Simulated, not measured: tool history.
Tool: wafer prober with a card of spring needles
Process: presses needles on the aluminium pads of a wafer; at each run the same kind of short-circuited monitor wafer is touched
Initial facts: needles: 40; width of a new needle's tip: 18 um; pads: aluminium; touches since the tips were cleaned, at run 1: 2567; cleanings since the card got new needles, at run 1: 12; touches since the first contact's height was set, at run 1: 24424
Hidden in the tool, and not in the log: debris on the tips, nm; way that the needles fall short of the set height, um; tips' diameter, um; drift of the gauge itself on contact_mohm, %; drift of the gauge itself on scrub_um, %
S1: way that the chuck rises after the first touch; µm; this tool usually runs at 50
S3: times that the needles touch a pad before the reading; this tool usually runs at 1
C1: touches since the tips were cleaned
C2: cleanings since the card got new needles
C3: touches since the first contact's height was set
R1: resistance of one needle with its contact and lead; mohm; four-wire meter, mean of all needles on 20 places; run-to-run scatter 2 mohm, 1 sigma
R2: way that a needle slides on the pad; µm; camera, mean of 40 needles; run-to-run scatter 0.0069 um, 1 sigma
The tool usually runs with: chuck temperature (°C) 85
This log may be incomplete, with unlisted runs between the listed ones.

run 1 hour=0.0 | S1=50 chuck_temperature_(°C)=85 S3=1 | C1=2567 C2=12 C3=24424 | R1=300 R2=6.922
run 2 hour=7.2 | S1=50 chuck_temperature_(°C)=85 S3=1 | C1=6003 C2=12 C3=27860 | R1=355 R2=6.933
-- hour=13.5 tips cleaned on abrasive film
run 3 hour=15.1 | S1=50 chuck_temperature_(°C)=85 S3=1 | C1=772 C2=13 C3=31598 | R1=262 R2=6.918
run 4 hour=26.3 | S1=50 chuck_temperature_(°C)=85 S3=1 | C1=6147 C2=13 C3=36973 | R1=362 R2=6.921
-- hour=32.4 tips cleaned on abrasive film
run 5 hour=36.5 | S1=50 chuck_temperature_(°C)=85 S3=1 | C1=1977 C2=14 C3=41833 | R1=289 R2=6.930
run 6 hour=48.3 | S1=50 chuck_temperature_(°C)=85 S3=1 | C1=7604 C2=14 C3=47460 | R1=364 R2=6.910
-- hour=51.0 tips cleaned on abrasive film
run 7 hour=53.7 | S1=49 chuck_temperature_(°C)=85 S3=1 | C1=1276 C2=15 C3=50023 | R1=275 R2=6.779
run 8 hour=63.5 | S1=50 chuck_temperature_(°C)=96 S3=1 | C1=5978 C2=15 C3=54725 | R1=358 R2=6.902
-- hour=69.4 tips cleaned on abrasive film
run 9 hour=74.9 | S1=50 chuck_temperature_(°C)=46 S3=1 | C1=2622 C2=16 C3=60119 | R1=296 R2=6.895
run 10 hour=84.8 | S1=50 chuck_temperature_(°C)=46 S3=1 | C1=7403 C2=16 C3=64900 | R1=368 R2=6.915
-- hour=88.3 tips cleaned on abrasive film
run 11 hour=90.1 | S1=50 chuck_temperature_(°C)=46 S3=3 | C1=872 C2=17 C3=67362 | R1=222 R2=6.880
run 12 hour=99.0 | S1=50 chuck_temperature_(°C)=46 S3=3 | C1=5123 C2=17 C3=71613 | R1=253 R2=6.873
-- hour=107.3 tips cleaned on abrasive film
run 13 hour=108.4 | S1=50 chuck_temperature_(°C)=52 S3=3 | C1=553 C2=18 C3=76099 | R1=228 R2=6.886
run 14 hour=115.2 | S1=50 chuck_temperature_(°C)=52 S3=3 | C1=3791 C2=18 C3=79337 | R1=253 R2=6.879
run 15 hour=122.9 | S1=50 chuck_temperature_(°C)=52 S3=3 | C1=7499 C2=18 C3=83045 | R1=269 R2=6.885
-- hour=125.6 tips cleaned on abrasive film
run 16 hour=130.6 | S1=50 chuck_temperature_(°C)=52 S3=3 | C1=2400 C2=19 C3=86697 | R1=243 R2=6.867
run 17 hour=140.8 | S1=50 chuck_temperature_(°C)=31 S3=1 | C1=7280 C2=19 C3=91577 | R1=371 R2=6.856
-- hour=144.4 tips cleaned on abrasive film
run 18 hour=147.3 | S1=30 chuck_temperature_(°C)=90 S3=1 | C1=1375 C2=20 C3=94635 | R1=390 R2=4.073
-- hour=149.0 height of the first contact set anew
run 19 hour=154.3 | S1=34 chuck_temperature_(°C)=122 S3=1 | C1=4582 C2=20 C3=2527 | R1=460 R2=4.742
-- hour=163.3 tips cleaned on abrasive film
run 20 hour=164.5 | S1=59 chuck_temperature_(°C)=85 S3=1 | C1=559 C2=21 C3=7386 | R1=246 R2=8.191
run 21 hour=171.5 | S1=40 chuck_temperature_(°C)=85 S3=1 | C1=3910 C2=21 C3=10737 | R1=392 R2=5.537
run 22 hour=176.6 | S1=49 chuck_temperature_(°C)=67 S3=3 | C1=6364 C2=21 C3=13191 | R1=272 R2=6.795
-- hour=181.9 tips cleaned on abrasive film
run 23 hour=187.2 | S1=54 chuck_temperature_(°C)=40 S3=1 | C1=2504 C2=22 C3=18194 | R1=281 R2=7.492
run 24 hour=195.0 | S1=53 chuck_temperature_(°C)=124 S3=1 | C1=6259 C2=22 C3=21949 | R1=346 R2=7.350
-- hour=201.0 tips cleaned on abrasive film
run 25 hour=202.7 | S1=57 chuck_temperature_(°C)=42 S3=1 | C1=795 C2=23 C3=25576 | R1=239 R2=7.911
run 26 hour=212.8 | S1=70 chuck_temperature_(°C)=48 S3=1 | C1=5633 C2=23 C3=30414 | R1=279 R2=9.694
-- hour=219.5 tips cleaned on abrasive film
run 27 hour=222.1 | S1=68 chuck_temperature_(°C)=85 S3=2 | C1=1216 C2=24 C3=34832 | R1=227 R2=9.423
run 28 hour=232.5 | S1=42 chuck_temperature_(°C)=36 S3=2 | C1=6214 C2=24 C3=39830 | R1=334 R2=5.818
-- hour=238.6 tips cleaned on abrasive film
run 29 hour=239.6 | S1=42 chuck_temperature_(°C)=36 S3=2 | C1=495 C2=25 C3=43192 | R1=234 R2=5.807
run 30 hour=250.3 | S1=50 chuck_temperature_(°C)=87 S3=3 | C1=5623 C2=25 C3=48320 | R1=271 R2=6.917
-- hour=257.2 tips cleaned on abrasive film
run 31 hour=258.0 | S1=47 chuck_temperature_(°C)=88 S3=3 | C1=378 C2=26 C3=51954 | R1=235 R2=6.478
run 32 hour=264.2 | S1=59 chuck_temperature_(°C)=112 S3=3 | C1=3342 C2=26 C3=54918 | R1=251 R2=8.157
run 33 hour=270.8 | S1=61 chuck_temperature_(°C)=26 S3=2 | C1=6524 C2=26 C3=58100 | R1=268 R2=8.438

Each row is a separate what-if for the run after 33, all from the same tool condition, not one after another. Results?
-- hour=276.4 tips cleaned on abrasive film
run A hour=283.0 | S1=48 chuck_temperature_(°C)=44 S3=2 | C1=3193 C2=27 C3=63902 | R1=? R2=?
-- hour=276.4 tips cleaned on abrasive film
run B hour=283.0 | S1=31 chuck_temperature_(°C)=43 S3=1 | C1=3193 C2=27 C3=63902 | R1=? R2=?
-- hour=276.4 tips cleaned on abrasive film
run C hour=283.0 | S1=61 chuck_temperature_(°C)=59 S3=1 | C1=3193 C2=27 C3=63902 | R1=? R2=?
-- hour=276.4 tips cleaned on abrasive film
run D hour=283.0 | S1=62 chuck_temperature_(°C)=26 S3=2 | C1=3193 C2=27 C3=63902 | R1=? R2=?

run=A R1=287 R2=6.612
run=B R1=493 R2=4.257
run=C R1=281 R2=8.428
run=D R1=244 R2=8.561
The same runs, with their run-to-run variation unchanged, on a tool lacking any hidden condition would have given:
run=A R1=215 R2=6.665
run=B R1=228 R2=4.310
run=C R1=208 R2=8.481
run=D R1=199 R2=8.614
